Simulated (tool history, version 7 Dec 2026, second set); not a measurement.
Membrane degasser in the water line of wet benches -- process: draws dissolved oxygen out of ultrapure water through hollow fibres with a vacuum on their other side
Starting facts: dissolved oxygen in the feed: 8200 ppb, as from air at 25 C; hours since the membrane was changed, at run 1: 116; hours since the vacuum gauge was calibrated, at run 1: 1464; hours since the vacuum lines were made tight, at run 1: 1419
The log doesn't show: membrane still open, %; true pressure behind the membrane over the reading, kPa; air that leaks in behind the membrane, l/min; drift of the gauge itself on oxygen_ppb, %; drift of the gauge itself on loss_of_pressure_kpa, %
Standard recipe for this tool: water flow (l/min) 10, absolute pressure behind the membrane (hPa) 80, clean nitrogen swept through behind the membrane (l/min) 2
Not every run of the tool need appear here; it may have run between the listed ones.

| run | hour | water flow (l/min) | absolute pressure behind the membrane (hPa) | clean nitrogen swept through behind the membrane (l/min) | hours since the membrane was changed | hours since the vacuum gauge was calibrated | hours since the vacuum lines were made tight | dissolved oxygen in the water behind the degasser (ppb) | pressure that the water loses in the fibres (hPa) |
|---|---|---|---|---|---|---|---|---|---|
| 1 | 0 | 10 | 80 | 2 | 116 | 1464 | 1419 | 178.9 | 323.4 |
| 2 | 100.3 | 10 | 80 | 4.02 | 217 | 1564 | 1519 | 146.3 | 326.8 |
| 3 | 185.4 | 10 | 137.1 | 4.02 | 302 | 1649 | 1604 | 181.5 | 323.4 |
| 4 | 291.4 | 10 | 80 | 2 | 408 | 1755 | 1710 | 180.4 | 325.5 |
| 5 | 404.6 | 10 | 80 | 2 | 521 | 1868 | 1823 | 179.1 | 324.4 |
| 6 | 498.9 | 10 | 80 | 2 | 615 | 1962 | 1918 | 176.7 | 327.3 |
| 7 | 587.7 | 11 | 65 | 0.96 | 704 | 2051 | 2007 | 228.4 | 358.7 |
|  | 595 | vacuum gauge calibrated |
| 8 | 701.1 | 11 | 65 | 0.96 | 817 | 106 | 2119 | 228.1 | 356.6 |
| 9 | 795.7 | 10 | 88.8 | 1.12 | 912 | 201 | 2214 | 238.5 | 328.7 |
| 10 | 901.5 | 10 | 88.8 | 1.12 | 1017 | 307 | 2320 | 244.4 | 324.5 |
| 11 | 972.8 | 14 | 176 | 2 | 1089 | 378 | 2391 | 446.4 | 453.6 |
| 12 | 1082.1 | 11 | 48.1 | 1.14 | 1198 | 487 | 2500 | 181.3 | 353.2 |

Describe how what the log doesn't record of the tool's condition differs between the last listed run preceding each entry between runs and the first listed run following it.
After run 7, before run 8: vacuum gauge calibrated (hour 595)
  air that leaks in behind the membrane, l/min: 0.0069 -> 0.0072
  measured minus no-state result, dissolved oxygen in the water behind the degasser (ppb): +2.9 -> +3.4; pressure that the water loses in the fibres (hPa): +1.1 -> +1.2
